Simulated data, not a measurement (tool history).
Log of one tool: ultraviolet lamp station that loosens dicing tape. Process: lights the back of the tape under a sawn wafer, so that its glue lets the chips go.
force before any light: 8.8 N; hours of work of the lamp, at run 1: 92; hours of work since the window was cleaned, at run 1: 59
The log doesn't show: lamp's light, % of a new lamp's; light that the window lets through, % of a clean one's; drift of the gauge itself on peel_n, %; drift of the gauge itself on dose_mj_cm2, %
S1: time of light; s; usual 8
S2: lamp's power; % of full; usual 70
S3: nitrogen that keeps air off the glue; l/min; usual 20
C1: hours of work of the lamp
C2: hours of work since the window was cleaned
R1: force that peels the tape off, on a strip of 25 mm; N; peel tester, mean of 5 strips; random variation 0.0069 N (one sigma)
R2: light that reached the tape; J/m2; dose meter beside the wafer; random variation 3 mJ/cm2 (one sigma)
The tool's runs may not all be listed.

run 1 hour=0.0 | S1=8 S2=70 S3=20 | C1=92 C2=59 | R1=0.230 R2=4470
run 2 hour=24.6 | S1=8 S2=70 S3=37 | C1=108 C2=75 | R1=0.180 R2=4440
run 3 hour=38.3 | S1=8 S2=70 S3=20 | C1=117 C2=84 | R1=0.236 R2=4490
run 4 hour=51.3 | S1=8 S2=70 S3=20 | C1=126 C2=93 | R1=0.239 R2=4480
run 5 hour=74.4 | S1=8 S2=70 S3=20 | C1=141 C2=109 | R1=0.239 R2=4500
run 6 hour=94.1 | S1=8 S2=70 S3=20 | C1=154 C2=122 | R1=0.249 R2=4480
run 7 hour=112.0 | S1=8 S2=67 S3=20 | C1=166 C2=134 | R1=0.258 R2=4280
run 8 hour=124.8 | S1=8 S2=77 S3=20 | C1=175 C2=142 | R1=0.202 R2=4930
run 9 hour=144.2 | S1=8 S2=77 S3=20 | C1=188 C2=155 | R1=0.198 R2=4890
run 10 hour=170.8 | S1=8 S2=70 S3=8 | C1=206 C2=173 | R1=0.536 R2=4510
run 11 hour=194.4 | S1=8 S2=70 S3=20 | C1=221 C2=188 | R1=0.235 R2=4500
run 12 hour=222.3 | S1=8 S2=70 S3=20 | C1=240 C2=207 | R1=0.237 R2=4470
run 13 hour=248.1 | S1=8 S2=70 S3=20 | C1=257 C2=224 | R1=0.254 R2=4500
run 14 hour=264.4 | S1=8 S2=70 S3=20 | C1=268 C2=235 | R1=0.231 R2=4460
run 15 hour=295.4 | S1=6 S2=81 S3=20 | C1=288 C2=256 | R1=0.326 R2=3900
run 16 hour=321.2 | S1=6 S2=81 S3=20 | C1=306 C2=273 | R1=0.341 R2=3900
run 17 hour=347.0 | S1=6 S2=81 S3=20 | C1=323 C2=290 | R1=0.338 R2=3870
run 18 hour=377.7 | S1=10 S2=83 S3=31 | C1=343 C2=310 | R1=0.127 R2=6650
run 19 hour=396.2 | S1=10 S2=78 S3=21 | C1=356 C2=323 | R1=0.147 R2=6210
run 20 hour=418.8 | S1=8 S2=70 S3=34 | C1=371 C2=338 | R1=0.180 R2=4510
run 21 hour=442.3 | S1=10 S2=94 S3=9 | C1=386 C2=353 | R1=0.163 R2=7580
run 22 hour=465.2 | S1=13 S2=75 S3=33 | C1=401 C2=369 | R1=0.129 R2=7760
run 23 hour=485.1 | S1=13 S2=75 S3=33 | C1=415 C2=382 | R1=0.128 R2=7790
run 24 hour=505.2 | S1=13 S2=75 S3=33 | C1=428 C2=395 | R1=0.123 R2=7810
run 25 hour=520.3 | S1=13 S2=75 S3=33 | C1=438 C2=405 | R1=0.119 R2=7760
run 26 hour=550.3 | S1=15 S2=98 S3=20 | C1=458 C2=425 | R1=0.122 R2=11870

4 ways to go on from here, each from the tool as it stands after run 26. What would each give?
run A hour=565.8 | S1=8 S2=73 S3=10 | C1=468 C2=436 | R1=? R2=?
run B hour=565.8 | S1=13 S2=98 S3=37 | C1=468 C2=436 | R1=? R2=?
run C hour=565.8 | S1=8 S2=80 S3=8 | C1=468 C2=436 | R1=? R2=?
run D hour=565.8 | S1=15 S2=78 S3=20 | C1=468 C2=436 | R1=? R2=?

run=A R1=0.418 R2=4710
run=B R1=0.132 R2=10190
run=C R1=0.391 R2=5050
run=D R1=0.121 R2=9430
Without the tool's hidden state the same runs would have given:
run=A R1=0.417 R2=4710
run=B R1=0.132 R2=10200
run=C R1=0.390 R2=5060
run=D R1=0.121 R2=9450
